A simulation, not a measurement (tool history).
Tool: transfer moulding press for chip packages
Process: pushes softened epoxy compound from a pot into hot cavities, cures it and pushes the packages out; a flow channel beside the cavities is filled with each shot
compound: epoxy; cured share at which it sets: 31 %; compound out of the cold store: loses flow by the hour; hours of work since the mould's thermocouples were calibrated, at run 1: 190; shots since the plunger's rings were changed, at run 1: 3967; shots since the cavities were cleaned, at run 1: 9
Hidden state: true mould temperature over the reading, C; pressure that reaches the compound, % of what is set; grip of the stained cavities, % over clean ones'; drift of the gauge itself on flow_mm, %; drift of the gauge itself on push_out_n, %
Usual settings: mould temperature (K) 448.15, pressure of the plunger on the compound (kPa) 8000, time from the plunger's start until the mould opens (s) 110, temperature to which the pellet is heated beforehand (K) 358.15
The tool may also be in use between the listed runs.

run  hour  mould temperature (K)  pressure of the plunger on the compound (kPa)  time from the plunger's start until the mould opens (s)  temperature to which the pellet is heated beforehand (K)  hours of work since the mould's thermocouples were calibrated  shots since the plunger's rings were changed  shots since the cavities were cleaned  incoming compound's hours out of the cold store  length that the compound runs in the flow channel (mm)  greatest force on the pins that push the packages out (N)
  1     0                 448.15                                           8000                                                      110                                                    358.15                                                            190                                          3967                                      9                                             25.6                                                     577                                                        252
  2  11.8                 448.15                                           8000                                                      110                                                    358.15                                                            197                                          4067                                    109                                             42.5                                                     513                                                        278
  3  18.7                 448.15                                           6290                                                      110                                                    358.15                                                            201                                          4126                                    168                                             30.6                                                     495                                                        287
  4  30.9                 452.15                                           6290                                                      110                                                    358.15                                                            207                                          4230                                    272                                             38.1                                                     455                                                        286
  5  40.5                 448.15                                           8000                                                      127                                                    358.15                                                            212                                          4311                                    353                                             37.1                                                     525                                                        301
  6  49.1                 448.15                                           8000                                                      127                                                    358.15                                                            217                                          4385                                    427                                             10.1                                                     625                                                        329
  7  57.4                 448.15                                           8000                                                      129                                                    357.15                                                            222                                          4455                                    497                                             44.4                                                     511                                                        337
  8  70.2                 448.15                                           8000                                                      129                                                    357.15                                                            229                                          4564                                    606                                             16.1                                                     607                                                        364
     77.6  -- cavities cleaned with cleaning compound and waxed
  9  77.6                 443.15                                           8880                                                      129                                                    355.15                                                            232                                          4614                                      0                                             30.5                                                     597                                                        254
 10  89.4                 443.15                                           8880                                                      129                                                    355.15                                                            239                                          4715                                    101                                             28.9                                                     607                                                        298

Forecast each of these 5 alternatives for the next run:
  A  95.1                 453.15                                           8000                                                      110                                                    358.15                                                            242                                          4763                                    149                                             35.7                                                       ?                                                          ?
  B  95.1                 443.15                                           8880                                                      143                                                    360.15                                                            242                                          4763                                    149                                             43.6                                                       ?                                                          ?
  C  95.1                 443.15                                           8880                                                      129                                                    352.15                                                            242                                          4763                                    149                                              9.9                                                       ?                                                          ?
  D  95.1                 456.15                                           8880                                                      137                                                    357.15                                                            242                                          4763                                    149                                             17.3                                                       ?                                                          ?
  E  95.1                 441.15                                           8880                                                      129                                                    355.15                                                            242                                          4763                                    149                                             16.4                                                       ?                                                          ?

run  length that the compound runs in the flow channel (mm)  greatest force on the pins that push the packages out (N)
  A                                                     516                                                        257
  B                                                     551                                                        271
  C                                                     679                                                        324
  D                                                     597                                                        254
  E                                                     664                                                        353
Without the tool's hidden state the same runs would have given:
run  length that the compound runs in the flow channel (mm)  greatest force on the pins that push the packages out (N)
  A                                                     565                                                        208
  B                                                     602                                                        219
  C                                                     743                                                        263
  D                                                     653                                                        205
  E                                                     726                                                        287

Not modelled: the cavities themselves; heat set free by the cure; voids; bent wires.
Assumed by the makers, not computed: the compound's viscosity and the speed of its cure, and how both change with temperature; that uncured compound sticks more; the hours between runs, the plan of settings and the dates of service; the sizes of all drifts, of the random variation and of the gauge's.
